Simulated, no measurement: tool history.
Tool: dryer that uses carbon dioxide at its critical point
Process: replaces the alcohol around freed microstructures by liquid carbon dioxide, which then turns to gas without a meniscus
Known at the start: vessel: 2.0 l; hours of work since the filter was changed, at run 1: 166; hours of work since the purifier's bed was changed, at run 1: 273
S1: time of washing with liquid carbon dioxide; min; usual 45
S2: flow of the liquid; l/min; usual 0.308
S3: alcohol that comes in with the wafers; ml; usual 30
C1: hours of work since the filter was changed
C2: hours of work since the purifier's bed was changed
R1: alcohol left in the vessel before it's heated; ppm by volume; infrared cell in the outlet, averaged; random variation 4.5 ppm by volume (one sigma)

run	day	S1	S2	S3	C1	C2	R1
1	0.000	45	0.308	30	166	273	36
2	0.475	45	0.308	30	172	279	50
3	1.079	45	0.308	110	178	285	116
4	2.021	45	0.308	110	189	296	116
5	2.988	45	0.308	110	199	306	107
6	3.938	45	0.308	110	210	317	115
7	4.492	45	0.308	110	216	323	123
8	5.517	45	0.308	38	227	334	63
9	6.504	45	0.308	38	238	345	58
10	6.954	45	0.308	38	243	350	56
11	7.883	45	0.308	30	253	360	52
12	8.467	45	0.308	30	259	366	55
13	9.167	45	0.308	30	267	374	45
14	9.904	45	0.308	30	275	382	57
15	10.583	45	0.308	30	283	390	47
16	11.275	45	0.308	30	290	397	58
17	11.904	45	0.308	30	297	404	50
18	12.733	45	0.308	30	306	413	58
19	13.554	45	0.308	30	315	422	58
# day 14.138: inlet filter changed
20	14.550	45	0.308	30	5	433	39
21	15.533	45	0.308	30	15	444	43
22	16.108	45	0.371	30	22	450	23
23	17.138	45	0.371	30	33	461	23
24	18.079	58	0.285	31	43	472	24
25	18.650	45	0.242	30	50	478	106
26	19.183	71	0.242	32	55	484	26
27	20.100	27	0.395	25	66	494	101
28	20.529	45	0.244	108	70	498	346
29	21.138	52	0.308	72	77	505	32
30	21.921	52	0.308	72	86	514	44
31	22.592	52	0.308	72	93	521	44
32	23.562	52	0.308	72	104	532	47
33	24.254	30	0.402	25	111	539	53
34	25.279	45	0.308	22	122	551	37
35	25.896	67	0.308	53	129	557	28
36	26.508	36	0.288	40	136	564	188
37	27.312	36	0.288	40	145	573	192
38	28.183	36	0.288	40	154	583	185
39	28.683	36	0.203	31	160	588	599
40	29.388	36	0.203	31	168	596	609
41	29.933	27	0.476	21	174	602	47
42	30.583	68	0.345	21	181	609	23
43	31.533	37	0.216	21	191	619	327
44	32.221	37	0.216	21	199	627	330
45	33.254	65	0.216	24	210	638	44
46	33.871	65	0.522	24	217	645	27

Hidden state or all else? Some run-to-run changes of R1, split into what the settings, what came in and random variation would give without the hidden state, and what is left for the hidden state (with any gauge scatter that isn't in both results):
The hidden state here: flow that reaches the vessel past the clogged filter, %; alcohol in the recycled carbon dioxide, ppm; drift of the gauge itself on alcohol_ppm, %.
Run 28 -> 29: S1 45 -> 52, S2 0.244 -> 0.308, S3 108 -> 72. R1 -314 ppm by volume: hidden state -32, all else -282.
Run 38 -> 39: S2 0.288 -> 0.203, S3 40 -> 31. R1 +414 ppm by volume: hidden state +55, all else +359.
Run 40 -> 41: S1 36 -> 27, S2 0.203 -> 0.476, S3 31 -> 21. R1 -562 ppm by volume: hidden state -88, all else -474.
Run 42 -> 43: S1 68 -> 37, S2 0.345 -> 0.216. R1 +304 ppm by volume: hidden state +61, all else +243.
Run 44 -> 45: S1 37 -> 65, S3 21 -> 24. R1 -286 ppm by volume: hidden state -56, all else -230.
